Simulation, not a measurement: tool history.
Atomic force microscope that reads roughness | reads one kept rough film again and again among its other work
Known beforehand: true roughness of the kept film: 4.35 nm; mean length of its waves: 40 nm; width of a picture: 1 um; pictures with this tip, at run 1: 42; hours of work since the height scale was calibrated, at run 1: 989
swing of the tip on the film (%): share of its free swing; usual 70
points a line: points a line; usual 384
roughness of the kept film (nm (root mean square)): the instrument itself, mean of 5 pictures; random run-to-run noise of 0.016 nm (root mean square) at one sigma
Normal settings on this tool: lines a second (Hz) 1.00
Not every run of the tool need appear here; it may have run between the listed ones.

run,hour,lines a second (Hz),swing of the tip on the film (%),points a line,pictures with this tip,hours of work since the height scale was calibrated,roughness of the kept film (nm (root mean square))
1,0.0,1.00,70,384,42,989,3.619
2,30.3,1.00,70,384,78,1009,3.515
3,86.2,1.00,70,750,145,1046,3.316
4,125.7,1.00,74,384,191,1071,3.177
5,171.0,1.00,74,384,245,1101,3.058
6,195.9,0.69,70,384,275,1117,3.015
7,248.8,0.69,70,384,338,1151,2.882
# hour 275.3: new tip fitted
8,286.6,0.69,70,384,13,1176,3.744
9,322.6,1.00,70,384,56,1199,3.612
10,367.0,1.00,70,384,109,1228,3.405
11,395.0,1.00,70,384,143,1246,3.316
12,432.5,1.00,70,384,187,1271,3.234
13,467.7,1.00,87,384,229,1294,2.994
14,518.1,1.00,87,384,289,1327,2.835
15,558.0,1.00,87,384,336,1353,2.748
# hour 585.8: new tip fitted
16,606.8,1.00,87,275,25,1384,3.508
17,652.6,1.00,87,275,79,1414,3.379
18,686.4,1.00,70,384,120,1436,3.368
19,711.5,1.00,70,384,150,1452,3.259
20,766.0,1.00,70,384,214,1488,3.102
21,790.6,1.00,70,384,244,1504,3.042
22,814.8,1.21,70,384,272,1520,2.986
23,843.1,1.21,70,773,306,1538,2.898
24,875.1,1.21,70,773,344,1559,2.836
# hour 894.0: new tip fitted
25,931.0,1.00,70,384,44,1595,3.660
26,984.1,1.00,70,384,107,1630,3.457
27,1031.4,0.76,79,384,164,1660,3.251
28,1056.6,0.76,79,384,194,1677,3.164
29,1111.2,0.76,79,384,259,1712,3.020
30,1140.0,0.52,70,384,293,1731,2.994
31,1170.0,1.00,80,366,329,1751,2.818
# hour 1201.9: new tip fitted
32,1223.7,1.56,62,283,26,1785,3.680
33,1262.9,0.71,66,808,73,1811,3.623
34,1295.9,1.79,83,466,112,1832,3.180
35,1347.0,1.00,90,327,173,1866,3.109
36,1374.1,2.70,74,384,205,1883,2.975
37,1425.1,2.70,74,384,266,1917,2.833
38,1472.2,3.94,71,312,322,1947,2.650

Run 39 has not been measured yet. What should we expect?
# hour 1502.6: height scale calibrated on a step standard
39,1503.3,3.94,71,312,358,0,?

{"run 39": {"roughness of the kept film (nm (root mean square))": 2.54}}
The same run, on a tool lacking any hidden state, would have yielded roughness of the kept film (nm (root mean square)) 3.467.

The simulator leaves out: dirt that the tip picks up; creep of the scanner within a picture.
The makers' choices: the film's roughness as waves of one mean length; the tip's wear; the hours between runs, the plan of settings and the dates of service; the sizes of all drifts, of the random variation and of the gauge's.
